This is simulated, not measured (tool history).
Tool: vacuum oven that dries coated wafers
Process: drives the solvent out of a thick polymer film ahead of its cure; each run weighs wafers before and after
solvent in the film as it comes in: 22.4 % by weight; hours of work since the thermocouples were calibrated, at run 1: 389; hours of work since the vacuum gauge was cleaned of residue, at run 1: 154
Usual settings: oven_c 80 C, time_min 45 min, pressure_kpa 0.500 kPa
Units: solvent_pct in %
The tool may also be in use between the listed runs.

| run | hour | oven_c | time_min | pressure_kpa | hours of work since the thermocouples were calibrated | hours of work since the vacuum gauge was cleaned of residue | solvent_pct |
|---|---|---|---|---|---|---|---|
| 1 | 0.0 | 80 | 45 | 0.500 | 389 | 154 | 1.91 |
| 2 | 11.3 | 80 | 45 | 0.500 | 397 | 162 | 1.92 |
| 3 | 22.6 | 80 | 45 | 0.500 | 405 | 170 | 1.88 |
| 4 | 36.8 | 80 | 45 | 0.500 | 415 | 180 | 1.87 |
| 5 | 48.8 | 80 | 45 | 1.229 | 424 | 189 | 2.41 |
| 6 | 59.5 | 80 | 45 | 1.229 | 432 | 197 | 2.35 |
| 7 | 75.9 | 80 | 45 | 1.229 | 443 | 208 | 2.41 |
| 8 | 86.4 | 80 | 45 | 1.229 | 451 | 216 | 2.41 |
| 9 | 97.2 | 80 | 45 | 1.229 | 459 | 224 | 2.42 |
| 10 | 108.5 | 80 | 45 | 0.500 | 467 | 232 | 1.94 |
| 11 | 118.5 | 80 | 32 | 0.500 | 474 | 239 | 3.53 |
| 12 | 130.4 | 80 | 69 | 0.344 | 482 | 247 | 0.73 |
| 13 | 142.0 | 93 | 47 | 1.514 | 491 | 256 | 0.70 |
| 14 | 150.1 | 91 | 30 | 1.112 | 496 | 261 | 1.18 |
| 15 | 160.0 | 69 | 45 | 0.796 | 504 | 269 | 6.44 |
| 16 | 175.6 | 81 | 41 | 1.444 | 515 | 280 | 2.62 |
| 17 | 188.6 | 67 | 25 | 1.494 | 524 | 289 | 11.35 |
| 18 | 201.8 | 80 | 34 | 0.820 | 533 | 298 | 3.43 |
| 19 | 212.8 | 80 | 34 | 0.820 | 541 | 306 | 3.37 |
| 20 | 223.1 | 80 | 68 | 0.820 | 549 | 314 | 1.10 |
| 21 | 231.0 | 93 | 31 | 0.264 | 554 | 319 | 0.47 |

Some steps in solvent_pct between neighbouring runs. How much of each would the tool show without its hidden state too (settings, what came in, random variation), and how much is left for the hidden state, with any gauge scatter that isn't in both results?
The hidden state here: true wafer temperature over the reading, C; true pressure over the reading, kPa; drift of the gauge itself on solvent_pct, %.
Run 14 -> 15: oven_c 91 -> 69, time_min 30 -> 45, pressure_kpa 1.112 -> 0.796. solvent_pct +5.26 %: hidden state +0.13, all else +5.13.
Run 15 -> 16: oven_c 69 -> 81, time_min 45 -> 41, pressure_kpa 0.796 -> 1.444. solvent_pct -3.82 %: hidden state -0.06, all else -3.76.
Run 16 -> 17: oven_c 81 -> 67, time_min 41 -> 25, pressure_kpa 1.444 -> 1.494. solvent_pct +8.73 %: hidden state +0.05, all else +8.68.
Run 17 -> 18: oven_c 67 -> 80, time_min 25 -> 34, pressure_kpa 1.494 -> 0.820. solvent_pct -7.92 %: hidden state -0.02, all else -7.90.
